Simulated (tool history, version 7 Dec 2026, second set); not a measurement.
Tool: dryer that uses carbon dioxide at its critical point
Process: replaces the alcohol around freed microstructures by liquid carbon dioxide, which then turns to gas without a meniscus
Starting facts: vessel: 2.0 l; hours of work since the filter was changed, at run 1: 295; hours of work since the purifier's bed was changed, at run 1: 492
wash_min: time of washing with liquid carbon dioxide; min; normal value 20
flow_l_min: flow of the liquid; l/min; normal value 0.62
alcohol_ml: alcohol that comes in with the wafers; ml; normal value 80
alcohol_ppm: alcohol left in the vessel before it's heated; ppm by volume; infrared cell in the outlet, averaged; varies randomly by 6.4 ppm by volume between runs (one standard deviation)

run   hour  wash_min  flow_l_min  alcohol_ml  hours of work since the filter was changed  hours of work since the purifier's bed was changed  alcohol_ppm
  1      0        20        0.62          80                                         295                                                 492          558
      26.7  -- purifier's bed changed
  2   37.3        21        0.62          80                                         319                                                   7          290
  3   84.3        21        0.62          80                                         352                                                  40          333
  4  107.6        21        0.62          80                                         369                                                  57          327
     153.6  -- inlet filter changed
  5  154.2        20        0.75          80                                           0                                                  89          142
  6  184.6        20        0.75          80                                          22                                                 110          137
  7    221        20        0.75          80                                          47                                                 136          162
  8  250.9        20        0.75          80                                          68                                                 157          170
  9  273.1        20        0.62          47                                          84                                                 172          252
 10  296.9        20        0.62          47                                         101                                                 189          266
 11  340.1        20       1.051          80                                         131                                                 219          127
 12  374.3        14       0.841          80                                         155                                                 243          471
 13  404.6        14       0.782          64                                         176                                                 265          538
 14    424        18       0.957          64                                         190                                                 278          170
 15  446.3        20       0.619          80                                         206                                                 294          460
 16  469.7        15       0.619          80                                         222                                                 310         1259
 17  489.2        15       0.461          39                                         236                                                 324         1530
 18  529.9        23       0.931          21                                         264                                                 353          164
 19  564.1        23       0.931          21                                         288                                                 377          182
 20  584.9        22        0.62         118                                         303                                                 391          516

5 options for the next run, each taken on its own from the tool as it stands now. Forecast them:
  A  615.9        17       0.528          71                                         325                                                 413            ?
  B  615.9        26       0.436          29                                         325                                                 413            ?
  C  615.9        22       0.864         118                                         325                                                 413            ?
  D  615.9        22        0.82         118                                         325                                                 413            ?
  E  615.9        22        0.53         118                                         325                                                 413            ?

run  alcohol_ppm
  A         1390
  B          399
  C          251
  D          250
  E          911
With the hidden condition removed and each run's random variation left untouched, the same runs would have given:
run  alcohol_ppm
  A          954
  B          155
  C           37
  D           31
  E          536

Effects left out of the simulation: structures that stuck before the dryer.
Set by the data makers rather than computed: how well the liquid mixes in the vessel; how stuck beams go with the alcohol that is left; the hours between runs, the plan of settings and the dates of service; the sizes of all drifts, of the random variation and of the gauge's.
